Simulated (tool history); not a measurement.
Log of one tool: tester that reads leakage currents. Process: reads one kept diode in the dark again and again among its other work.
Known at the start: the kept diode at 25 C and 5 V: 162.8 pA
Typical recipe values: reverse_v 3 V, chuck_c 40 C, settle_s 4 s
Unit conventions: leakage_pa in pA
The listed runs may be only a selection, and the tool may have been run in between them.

run    hour  reverse_v  chuck_c  settle_s  leakage_pa
  1       0          3       40         4       354.8
  2     113          3       40         4      356.85
  3   238.1          3       40         4      354.72
  4   366.4          3       40      4.36      354.37
  5   521.9          3       40         4      356.18
  6   668.4          3       40         4      355.69
  7   787.6          3       40         4      355.78
  8   912.7          3       40         4      355.26
  9  1074.5          3       40         4      354.82
 10  1182.1          3       40         4      353.83
 11  1343.7          3       40         4      356.08
 12  1486.8          3       40         4      358.22
 13  1619.7          3       40         4      354.78
 14  1699.2          3       40         4      356.91
 15  1866.8          3       40         4      356.08
 16  1974.1          3       40      3.26      355.96
 17  2054.3          3       40         4      355.84
 18  2156.8          3       56         4      965.47
 19  2292.6          3       56         4      968.53
 20  2446.5          3       56         4      968.73
 21  2581.1          3       56         4      965.35
 22  2717.4          3       56         4      972.44
 23    2885          3       50         4      675.13
 24  3048.1       1.87       55      7.74      720.48
 25  3210.5          3       40      0.64      354.17
 26  3365.1          3       40      0.64       358.2
 27  3497.4       6.95       32         4      316.56
 28  3576.8       6.95       32         4      316.05
 29  3724.9        2.3       57      0.33      902.55
 30  3836.3          3       36      0.34      273.95
 31  3956.9          3       40      0.44      356.27
 32  4037.4          3       40      0.44      356.66
 33  4200.6       8.34       27      0.34      246.32
 34  4321.5       8.34       27      0.34      247.18
 35  4467.3          3       52       4.9       759.4
 36  4582.9       1.85       26      1.03      106.95
 37  4692.5       2.09       46      3.44      437.31
 38  4830.4          3       57      4.09     1025.73
 39  4944.1       3.76       56      3.76     1078.06
 40  5061.2       9.08       58      1.01     1902.86

Not shown here: 4 entries made in the log between runs. Locate each between two listed runs and compare the hidden state at the listed run before it with the hidden state at the listed run after it:
Runs 1 to 2: chuck's temperature calibrated (hour 95.4)
  stray current of the dirty probe card, pA a volt: 0.026 -> 0.027; true chuck temperature over the reading, C: 0.01 -> 0
Runs 12 to 13: chuck's temperature calibrated (hour 1584.8)
  stray current of the dirty probe card, pA a volt: 0.034 -> 0.035; current scale over the true one, %: 0 -> 0.01; true chuck temperature over the reading, C: 0.01 -> 0
Runs 24 to 25: chuck's temperature calibrated (hour 3067.8)
  stray current of the dirty probe card, pA a volt: 0.043 -> 0.044; true chuck temperature over the reading, C: 0.01 -> 0
Runs 35 to 36: chuck's temperature calibrated (hour 4550.2)
  true chuck temperature over the reading, C: 0.01 -> 0
